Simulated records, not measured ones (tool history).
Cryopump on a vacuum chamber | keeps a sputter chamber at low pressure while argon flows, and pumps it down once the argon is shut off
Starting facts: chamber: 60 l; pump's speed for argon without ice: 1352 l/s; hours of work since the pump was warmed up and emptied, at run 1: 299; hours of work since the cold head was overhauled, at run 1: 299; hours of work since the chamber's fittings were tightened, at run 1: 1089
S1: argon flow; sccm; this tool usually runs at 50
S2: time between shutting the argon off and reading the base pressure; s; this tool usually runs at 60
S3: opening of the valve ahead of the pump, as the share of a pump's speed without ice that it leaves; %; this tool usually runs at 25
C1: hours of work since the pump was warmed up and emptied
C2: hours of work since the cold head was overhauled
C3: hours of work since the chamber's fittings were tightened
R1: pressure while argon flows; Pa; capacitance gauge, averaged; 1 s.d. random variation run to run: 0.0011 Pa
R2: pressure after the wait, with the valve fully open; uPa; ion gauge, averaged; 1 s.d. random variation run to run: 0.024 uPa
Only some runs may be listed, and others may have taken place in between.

Run 1, hour 0.0: usual settings; C1 299; C2 299; C3 1089. Result: R1 0.2544 Pa, R2 1.99 uPa.
Run 2, hour 39.4: usual settings; C1 324; C2 324; C3 1114. Result: R1 0.2549 Pa, R2 2.01 uPa.
Run 3, hour 96.1: usual settings but S3 20 %; C1 360; C2 360; C3 1150. Result: R1 0.3201 Pa, R2 2.07 uPa.
Run 4, hour 130.0: usual settings but S3 20 %; C1 381; C2 381; C3 1171. Result: R1 0.3165 Pa, R2 2.10 uPa.
Run 5, hour 177.6: usual settings; C1 411; C2 411; C3 1201. Result: R1 0.2557 Pa, R2 2.18 uPa.
Run 6, hour 220.8: usual settings; C1 438; C2 438; C3 1228. Result: R1 0.2556 Pa, R2 2.20 uPa.
Run 7, hour 277.1: usual settings; C1 474; C2 474; C3 1264. Result: R1 0.2572 Pa, R2 2.22 uPa.
Run 8, hour 329.2: usual settings; C1 507; C2 507; C3 1297. Result: R1 0.2575 Pa, R2 2.26 uPa.
Run 9, hour 366.5: usual settings; C1 530; C2 530; C3 1320. Result: R1 0.2573 Pa, R2 2.27 uPa.
Run 10, hour 397.0: usual settings; C1 549; C2 549; C3 1340. Result: R1 0.2588 Pa, R2 2.33 uPa.
Run 11, hour 431.6: usual settings; C1 571; C2 571; C3 1361. Result: R1 0.2604 Pa, R2 2.40 uPa.
Run 12, hour 485.6: usual settings; C1 605; C2 605; C3 1395. Result: R1 0.2575 Pa, R2 2.43 uPa.
Run 13, hour 520.2: usual settings but S1 85 sccm, S2 62 s, S3 19 %; C1 627; C2 627; C3 1417. Result: R1 0.5704 Pa, R2 2.38 uPa.
Run 14, hour 563.0: usual settings but S1 85 sccm, S2 33 s, S3 22 %; C1 654; C2 654; C3 1444. Result: R1 0.5000 Pa, R2 3.04 uPa.
Run 15, hour 603.3: usual settings but S1 85 sccm, S2 33 s, S3 22 %; C1 679; C2 679; C3 1470. Result: R1 0.5024 Pa, R2 3.08 uPa.
Run 16, hour 651.7: usual settings but S2 48 s, S3 22 %; C1 710; C2 710; C3 1500. Result: R1 0.2956 Pa, R2 2.73 uPa.
Run 17, hour 694.3: usual settings but S1 40 sccm, S2 47 s, S3 47 %; C1 737; C2 737; C3 1527. Result: R1 0.1143 Pa, R2 2.78 uPa.
Run 18, hour 728.9: usual settings but S1 40 sccm, S2 47 s, S3 47 %; C1 759; C2 759; C3 1549. Result: R1 0.1155 Pa, R2 2.84 uPa.
Run 19, hour 791.5: usual settings but S2 27 s, S3 18 %; C1 798; C2 798; C3 1588. Result: R1 0.3585 Pa, R2 3.54 uPa.
At hour 806.2: pump warmed up, emptied and cooled again.
Run 20, hour 825.1: usual settings but S1 75 sccm, S2 89 s, S3 21 %; C1 12; C2 816; C3 1606. Result: R1 0.4489 Pa, R2 2.24 uPa.
Run 21, hour 875.2: usual settings but S1 92 sccm, S2 89 s, S3 21 %; C1 44; C2 848; C3 1638. Result: R1 0.5491 Pa, R2 2.24 uPa.
Run 22, hour 925.8: usual settings but S1 67 sccm, S2 89 s, S3 21 %; C1 75; C2 880; C3 1670. Result: R1 0.4030 Pa, R2 2.25 uPa.
Run 23, hour 974.9: usual settings but S1 67 sccm, S2 89 s, S3 21 %; C1 106; C2 911; C3 1701. Result: R1 0.4008 Pa, R2 2.38 uPa.

5 ways to go on from here, each from the tool as it stands after run 23. What would each give?
Run A, hour 1026.6: usual settings but S1 92 sccm, S2 79 s, S3 59 %; C1 139; C2 943; C3 1734. Result: R1 ?, R2 ?.
Run B, hour 1026.6: usual settings but S2 93 s, S3 18 %; C1 139; C2 943; C3 1734. Result: R1 ?, R2 ?.
Run C, hour 1026.6: usual settings but S1 26 sccm, S3 15 %; C1 139; C2 943; C3 1734. Result: R1 ?, R2 ?.
Run D, hour 1026.6: usual settings but S1 24 sccm, S2 89 s, S3 17 %; C1 139; C2 943; C3 1734. Result: R1 ?, R2 ?.
Run E, hour 1026.6: usual settings but S1 74 sccm, S2 29 s; C1 139; C2 943; C3 1734. Result: R1 ?, R2 ?.

run      R1    R2
  A  0.1997  2.42
  B  0.3499  2.38
  C  0.2192  2.66
  D  0.1782  2.38
  E  0.3725  3.28
Without the tool's unlogged condition, the same runs would have read:
run      R1    R2
  A  0.1944  0.73
  B  0.3470  0.66
  C  0.2177  0.89
  D  0.1768  0.68
  E  0.3682  1.61
